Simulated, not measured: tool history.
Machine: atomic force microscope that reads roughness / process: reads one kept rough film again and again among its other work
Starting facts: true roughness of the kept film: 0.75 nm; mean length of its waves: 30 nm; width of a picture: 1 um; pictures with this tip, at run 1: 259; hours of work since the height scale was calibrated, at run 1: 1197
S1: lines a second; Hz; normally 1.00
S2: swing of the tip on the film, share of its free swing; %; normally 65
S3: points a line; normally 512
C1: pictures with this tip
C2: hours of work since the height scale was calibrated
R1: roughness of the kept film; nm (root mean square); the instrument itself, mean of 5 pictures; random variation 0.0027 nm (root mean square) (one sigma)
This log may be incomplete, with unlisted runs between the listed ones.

{"run": 1, "hour": 0.0, "S1": 1.0, "S2": 65, "S3": 512, "C1": 259, "C2": 1197, "R1": 0.694}
{"run": 2, "hour": 43.5, "S1": 1.0, "S2": 65, "S3": 512, "C1": 302, "C2": 1219, "R1": 0.685}
{"run": 3, "hour": 85.3, "S1": 1.0, "S2": 59, "S3": 512, "C1": 342, "C2": 1241, "R1": 0.694}
{"hour": 102.4, "done": "new tip fitted"}
{"run": 4, "hour": 145.6, "S1": 1.0, "S2": 59, "S3": 512, "C1": 42, "C2": 1272, "R1": 0.71}
{"run": 5, "hour": 175.9, "S1": 1.0, "S2": 59, "S3": 882, "C1": 72, "C2": 1288, "R1": 0.712}
{"run": 6, "hour": 210.6, "S1": 1.0, "S2": 63, "S3": 512, "C1": 106, "C2": 1306, "R1": 0.7}
{"run": 7, "hour": 261.9, "S1": 1.0, "S2": 63, "S3": 512, "C1": 156, "C2": 1332, "R1": 0.696}
{"run": 8, "hour": 308.4, "S1": 2.92, "S2": 63, "S3": 512, "C1": 201, "C2": 1357, "R1": 0.664}
{"run": 9, "hour": 350.7, "S1": 2.92, "S2": 63, "S3": 512, "C1": 242, "C2": 1379, "R1": 0.658}
{"run": 10, "hour": 405.0, "S1": 1.0, "S2": 73, "S3": 512, "C1": 295, "C2": 1407, "R1": 0.678}
{"run": 11, "hour": 460.5, "S1": 1.0, "S2": 73, "S3": 512, "C1": 349, "C2": 1436, "R1": 0.673}
{"hour": 470.3, "done": "new tip fitted"}
{"run": 12, "hour": 497.4, "S1": 1.0, "S2": 73, "S3": 512, "C1": 26, "C2": 1454, "R1": 0.692}
{"run": 13, "hour": 544.8, "S1": 1.0, "S2": 73, "S3": 512, "C1": 72, "C2": 1479, "R1": 0.687}
{"run": 14, "hour": 586.9, "S1": 1.0, "S2": 73, "S3": 512, "C1": 113, "C2": 1501, "R1": 0.687}
{"run": 15, "hour": 615.8, "S1": 1.0, "S2": 73, "S3": 512, "C1": 141, "C2": 1516, "R1": 0.68}
{"run": 16, "hour": 656.5, "S1": 1.0, "S2": 73, "S3": 512, "C1": 181, "C2": 1537, "R1": 0.682}
{"run": 17, "hour": 704.7, "S1": 3.56, "S2": 65, "S3": 930, "C1": 228, "C2": 1562, "R1": 0.649}
{"run": 18, "hour": 743.1, "S1": 3.56, "S2": 65, "S3": 930, "C1": 265, "C2": 1582, "R1": 0.646}
{"run": 19, "hour": 790.3, "S1": 3.83, "S2": 72, "S3": 524, "C1": 311, "C2": 1607, "R1": 0.602}
{"run": 20, "hour": 826.1, "S1": 3.83, "S2": 72, "S3": 524, "C1": 346, "C2": 1625, "R1": 0.603}
{"hour": 839.0, "done": "new tip fitted"}
{"run": 21, "hour": 858.7, "S1": 1.6, "S2": 58, "S3": 492, "C1": 19, "C2": 1642, "R1": 0.704}
{"run": 22, "hour": 887.0, "S1": 1.0, "S2": 65, "S3": 528, "C1": 47, "C2": 1657, "R1": 0.695}
{"run": 23, "hour": 923.5, "S1": 1.02, "S2": 65, "S3": 512, "C1": 82, "C2": 1676, "R1": 0.701}
{"run": 24, "hour": 970.8, "S1": 1.0, "S2": 64, "S3": 512, "C1": 128, "C2": 1700, "R1": 0.698}
{"hour": 1010.4, "done": "height scale calibrated on a step standard"}
{"run": 25, "hour": 1015.5, "S1": 1.0, "S2": 64, "S3": 512, "C1": 171, "C2": 3, "R1": 0.704}
{"run": 26, "hour": 1055.3, "S1": 1.0, "S2": 87, "S3": 1002, "C1": 210, "C2": 23, "R1": 0.661}
{"run": 27, "hour": 1096.4, "S1": 0.83, "S2": 58, "S3": 910, "C1": 250, "C2": 45, "R1": 0.71}
{"run": 28, "hour": 1152.8, "S1": 0.83, "S2": 58, "S3": 910, "C1": 304, "C2": 74, "R1": 0.701}
{"run": 29, "hour": 1181.0, "S1": 1.59, "S2": 85, "S3": 512, "C1": 332, "C2": 89, "R1": 0.629}
{"hour": 1209.6, "done": "new tip fitted"}
{"run": 30, "hour": 1238.6, "S1": 1.32, "S2": 65, "S3": 550, "C1": 29, "C2": 118, "R1": 0.709}

Each row is a separate what-if for the run after 30, all from the same tool condition, not one after another. Results?
{"run": "A", "hour": 1294.2, "S1": 1.32, "S2": 67, "S3": 308, "C1": 83, "C2": 147, "R1": "?"}
{"run": "B", "hour": 1294.2, "S1": 1.32, "S2": 56, "S3": 550, "C1": 83, "C2": 147, "R1": "?"}
{"run": "C", "hour": 1294.2, "S1": 1.15, "S2": 63, "S3": 653, "C1": 83, "C2": 147, "R1": "?"}
{"run": "D", "hour": 1294.2, "S1": 0.97, "S2": 65, "S3": 550, "C1": 83, "C2": 147, "R1": "?"}
{"run": "E", "hour": 1294.2, "S1": 1.0, "S2": 71, "S3": 952, "C1": 83, "C2": 147, "R1": "?"}

run=A R1=0.696
run=B R1=0.715
run=C R1=0.708
run=D R1=0.708
run=E R1=0.704
What these runs would have given with no unlogged condition in the tool:
run=A R1=0.703
run=B R1=0.722
run=C R1=0.715
run=D R1=0.715
run=E R1=0.711
